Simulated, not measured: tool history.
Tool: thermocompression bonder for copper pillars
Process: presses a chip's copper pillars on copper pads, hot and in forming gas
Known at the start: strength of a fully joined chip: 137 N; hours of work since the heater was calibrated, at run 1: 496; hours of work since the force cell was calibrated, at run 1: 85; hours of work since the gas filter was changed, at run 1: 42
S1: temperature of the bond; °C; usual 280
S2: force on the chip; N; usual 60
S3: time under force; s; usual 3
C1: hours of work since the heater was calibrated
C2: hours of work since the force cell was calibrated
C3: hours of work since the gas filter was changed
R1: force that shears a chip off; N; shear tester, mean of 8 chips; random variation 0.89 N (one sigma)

{"run": 1, "hour": 0.0, "S1": 280, "S2": 60, "S3": 3, "C1": 496, "C2": 85, "C3": 42, "R1": 66.1}
{"run": 2, "hour": 17.3, "S1": 280, "S2": 60, "S3": 3, "C1": 510, "C2": 99, "C3": 56, "R1": 65.6}
{"run": 3, "hour": 34.1, "S1": 280, "S2": 60, "S3": 3, "C1": 523, "C2": 112, "C3": 69, "R1": 64.7}
{"run": 4, "hour": 49.1, "S1": 280, "S2": 60, "S3": 3, "C1": 535, "C2": 124, "C3": 81, "R1": 63.8}
{"run": 5, "hour": 59.5, "S1": 289, "S2": 60, "S3": 3, "C1": 544, "C2": 133, "C3": 89, "R1": 73.3}
{"run": 6, "hour": 73.3, "S1": 289, "S2": 60, "S3": 3, "C1": 555, "C2": 144, "C3": 100, "R1": 71.5}
{"run": 7, "hour": 83.7, "S1": 280, "S2": 45, "S3": 3, "C1": 563, "C2": 152, "C3": 109, "R1": 51.3}
{"hour": 99.4, "done": "heater calibrated with a thermocouple chip"}
{"run": 8, "hour": 102.0, "S1": 280, "S2": 45, "S3": 3, "C1": 2, "C2": 165, "C3": 122, "R1": 58.4}
{"run": 9, "hour": 116.8, "S1": 280, "S2": 60, "S3": 3, "C1": 14, "C2": 177, "C3": 133, "R1": 72.4}
{"run": 10, "hour": 134.1, "S1": 280, "S2": 60, "S3": 3, "C1": 28, "C2": 191, "C3": 147, "R1": 71.1}
{"run": 11, "hour": 144.9, "S1": 280, "S2": 60, "S3": 3, "C1": 36, "C2": 199, "C3": 156, "R1": 74.9}
{"run": 12, "hour": 156.6, "S1": 267, "S2": 60, "S3": 3, "C1": 46, "C2": 209, "C3": 165, "R1": 60.7}
{"hour": 165.2, "done": "forming gas filter changed"}
{"run": 13, "hour": 166.7, "S1": 267, "S2": 60, "S3": 3, "C1": 53, "C2": 216, "C3": 1, "R1": 61.6}
{"run": 14, "hour": 184.1, "S1": 280, "S2": 60, "S3": 3, "C1": 67, "C2": 230, "C3": 15, "R1": 71.8}
{"run": 15, "hour": 200.8, "S1": 304, "S2": 60, "S3": 3, "C1": 80, "C2": 243, "C3": 28, "R1": 89.8}
{"run": 16, "hour": 213.8, "S1": 304, "S2": 60, "S3": 3, "C1": 91, "C2": 254, "C3": 39, "R1": 90.7}
{"run": 17, "hour": 225.5, "S1": 304, "S2": 60, "S3": 3, "C1": 100, "C2": 263, "C3": 48, "R1": 90.1}
{"run": 18, "hour": 237.9, "S1": 280, "S2": 60, "S3": 3, "C1": 110, "C2": 273, "C3": 58, "R1": 70.7}
{"run": 19, "hour": 246.2, "S1": 280, "S2": 60, "S3": 3, "C1": 117, "C2": 280, "C3": 65, "R1": 72.7}
{"run": 20, "hour": 258.3, "S1": 280, "S2": 60, "S3": 3, "C1": 126, "C2": 289, "C3": 74, "R1": 70.8}
{"run": 21, "hour": 274.5, "S1": 285, "S2": 71, "S3": 2, "C1": 139, "C2": 302, "C3": 87, "R1": 73.3}
{"run": 22, "hour": 290.2, "S1": 254, "S2": 74, "S3": 3, "C1": 152, "C2": 315, "C3": 100, "R1": 60.3}

Run 23 comes next. What will it give?
{"run": 23, "hour": 299.7, "S1": 254, "S2": 74, "S3": 3, "C1": 159, "C2": 322, "C3": 107, "R1": "?"}

Run 23 gave R1 60.0 N.
Without the tool's hidden state the same run would have given R1 63.9 N.
